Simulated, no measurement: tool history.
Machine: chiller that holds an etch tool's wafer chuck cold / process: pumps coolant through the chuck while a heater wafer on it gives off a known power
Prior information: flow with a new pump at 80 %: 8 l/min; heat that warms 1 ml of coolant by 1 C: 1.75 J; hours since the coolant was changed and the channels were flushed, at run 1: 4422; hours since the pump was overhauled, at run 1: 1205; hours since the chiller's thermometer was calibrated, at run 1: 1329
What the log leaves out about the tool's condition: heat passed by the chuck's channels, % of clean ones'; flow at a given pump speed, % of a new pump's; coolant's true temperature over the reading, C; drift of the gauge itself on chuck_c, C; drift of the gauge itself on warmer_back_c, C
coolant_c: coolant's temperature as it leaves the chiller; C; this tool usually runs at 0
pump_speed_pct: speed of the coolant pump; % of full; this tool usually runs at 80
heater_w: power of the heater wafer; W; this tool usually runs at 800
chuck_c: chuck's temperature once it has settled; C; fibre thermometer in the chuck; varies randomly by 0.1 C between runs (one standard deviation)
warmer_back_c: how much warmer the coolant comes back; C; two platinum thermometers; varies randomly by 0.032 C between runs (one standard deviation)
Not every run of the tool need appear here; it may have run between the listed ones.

run,day,coolant_c,pump_speed_pct,heater_w,hours since the coolant was changed and the channels were flushed,hours since the pump was overhauled,hours since the chiller's thermometer was calibrated,chuck_c,warmer_back_c
1,0.000,0,80,800,4422,1205,1329,7.0,3.39
2,1.408,0,83,800,4456,1239,1363,6.7,3.26
3,2.867,0,71,800,4491,1274,1398,7.8,3.97
4,3.588,0,71,800,4508,1291,1415,7.8,3.94
5,5.062,0,71,800,4544,1327,1450,7.7,3.99
6,6.067,0,80,800,4568,1351,1475,7.0,3.52
7,7.075,0,80,800,4592,1375,1499,6.9,3.55
8,7.738,0,80,800,4608,1391,1515,7.0,3.52
9,8.867,0,80,800,4635,1418,1542,7.0,3.55
10,10.071,4,71,421,4664,1447,1571,8.0,2.22
11,11.362,4,71,421,4695,1478,1602,7.9,2.27
12,12.025,4,93,735,4711,1494,1618,9.3,2.86
13,12.629,4,93,735,4725,1508,1632,9.6,2.82
14,13.404,-3,93,800,4744,1527,1651,3.2,3.03
15,14.875,-3,93,800,4779,1562,1686,3.0,3.12

Forecast each of these 3 alternatives for the next run:
A,15.929,-7,93,800,4804,1587,1711,?,?
B,15.929,0,80,960,4804,1587,1711,?,?
C,15.929,-4,93,849,4804,1587,1711,?,?

run,chuck_c,warmer_back_c
A,-0.7,3.04
B,8.5,4.39
C,2.5,3.32
What these runs would have given with no unlogged condition in the tool:
run,chuck_c,warmer_back_c
A,-0.7,2.81
B,8.4,4.16
C,2.5,3.09

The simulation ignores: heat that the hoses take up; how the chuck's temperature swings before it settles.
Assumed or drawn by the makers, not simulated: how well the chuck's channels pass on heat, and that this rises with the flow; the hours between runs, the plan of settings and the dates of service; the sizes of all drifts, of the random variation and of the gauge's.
